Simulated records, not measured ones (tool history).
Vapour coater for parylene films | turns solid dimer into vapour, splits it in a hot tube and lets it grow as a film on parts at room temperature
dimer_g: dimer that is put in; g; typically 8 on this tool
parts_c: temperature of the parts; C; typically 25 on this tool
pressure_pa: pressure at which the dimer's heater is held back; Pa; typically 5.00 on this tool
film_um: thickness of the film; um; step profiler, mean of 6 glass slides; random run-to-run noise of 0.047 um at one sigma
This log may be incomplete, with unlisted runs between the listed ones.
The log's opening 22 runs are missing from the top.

{"run": 23, "hour": 1143.0, "dimer_g": 7, "parts_c": 25, "pressure_pa": 5.0, "film_um": 5.24}
{"hour": 1200.1, "done": "trap's valve overhauled"}
{"run": 24, "hour": 1212.9, "dimer_g": 7, "parts_c": 25, "pressure_pa": 5.0, "film_um": 5.49}
{"run": 25, "hour": 1273.4, "dimer_g": 7, "parts_c": 25, "pressure_pa": 5.0, "film_um": 5.41}
{"run": 26, "hour": 1326.4, "dimer_g": 7, "parts_c": 23, "pressure_pa": 5.0, "film_um": 6.0}
{"run": 27, "hour": 1386.7, "dimer_g": 7, "parts_c": 18, "pressure_pa": 5.0, "film_um": 7.29}
{"run": 28, "hour": 1443.8, "dimer_g": 8, "parts_c": 22, "pressure_pa": 3.5, "film_um": 7.41}
{"hour": 1468.2, "done": "trap's valve overhauled"}
{"run": 29, "hour": 1505.7, "dimer_g": 8, "parts_c": 25, "pressure_pa": 4.97, "film_um": 6.35}
{"run": 30, "hour": 1574.1, "dimer_g": 4, "parts_c": 24, "pressure_pa": 5.0, "film_um": 3.18}
{"run": 31, "hour": 1625.6, "dimer_g": 8, "parts_c": 24, "pressure_pa": 5.0, "film_um": 6.47}
{"run": 32, "hour": 1662.3, "dimer_g": 4, "parts_c": 20, "pressure_pa": 4.08, "film_um": 3.95}
{"hour": 1732.3, "done": "trap's valve overhauled"}
{"run": 33, "hour": 1734.5, "dimer_g": 5, "parts_c": 19, "pressure_pa": 5.31, "film_um": 5.12}
{"run": 34, "hour": 1803.0, "dimer_g": 5, "parts_c": 19, "pressure_pa": 5.31, "film_um": 4.96}
{"run": 35, "hour": 1855.0, "dimer_g": 6, "parts_c": 36, "pressure_pa": 5.93, "film_um": 2.72}
{"run": 36, "hour": 1909.7, "dimer_g": 10, "parts_c": 17, "pressure_pa": 6.39, "film_um": 10.35}
{"run": 37, "hour": 1937.9, "dimer_g": 10, "parts_c": 17, "pressure_pa": 6.39, "film_um": 10.24}
{"run": 38, "hour": 1981.1, "dimer_g": 5, "parts_c": 25, "pressure_pa": 2.51, "film_um": 4.3}
{"hour": 1996.3, "done": "trap's valve overhauled"}
{"run": 39, "hour": 2028.5, "dimer_g": 6, "parts_c": 29, "pressure_pa": 3.26, "film_um": 4.37}
{"run": 40, "hour": 2071.6, "dimer_g": 6, "parts_c": 29, "pressure_pa": 3.26, "film_um": 4.34}
{"run": 41, "hour": 2121.9, "dimer_g": 6, "parts_c": 29, "pressure_pa": 3.26, "film_um": 4.27}
{"run": 42, "hour": 2188.3, "dimer_g": 8, "parts_c": 19, "pressure_pa": 5.0, "film_um": 7.96}
{"run": 43, "hour": 2254.3, "dimer_g": 8, "parts_c": 19, "pressure_pa": 5.0, "film_um": 7.92}
{"hour": 2262.8, "done": "trap's valve overhauled"}
{"run": 44, "hour": 2310.7, "dimer_g": 8, "parts_c": 19, "pressure_pa": 5.0, "film_um": 8.17}
{"run": 45, "hour": 2357.9, "dimer_g": 8, "parts_c": 19, "pressure_pa": 5.0, "film_um": 8.19}
{"run": 46, "hour": 2410.4, "dimer_g": 8, "parts_c": 36, "pressure_pa": 4.03, "film_um": 4.02}

Consider 3 possible next runs. They are alternatives, not a sequence: every one starts from the tool as it was left by run 46. What does each give?
{"run": "A", "hour": 2452.6, "dimer_g": 10, "parts_c": 17, "pressure_pa": 4.03, "film_um": "?"}
{"run": "B", "hour": 2452.6, "dimer_g": 4, "parts_c": 25, "pressure_pa": 4.73, "film_um": "?"}
{"run": "C", "hour": 2452.6, "dimer_g": 7, "parts_c": 30, "pressure_pa": 5.0, "film_um": "?"}

run=A film_um=10.79
run=B film_um=3.13
run=C film_um=4.30
Stripped of hidden state, with their random variation kept, the same runs would have yielded:
run=A film_um=11.22
run=B film_um=3.19
run=C film_um=4.39
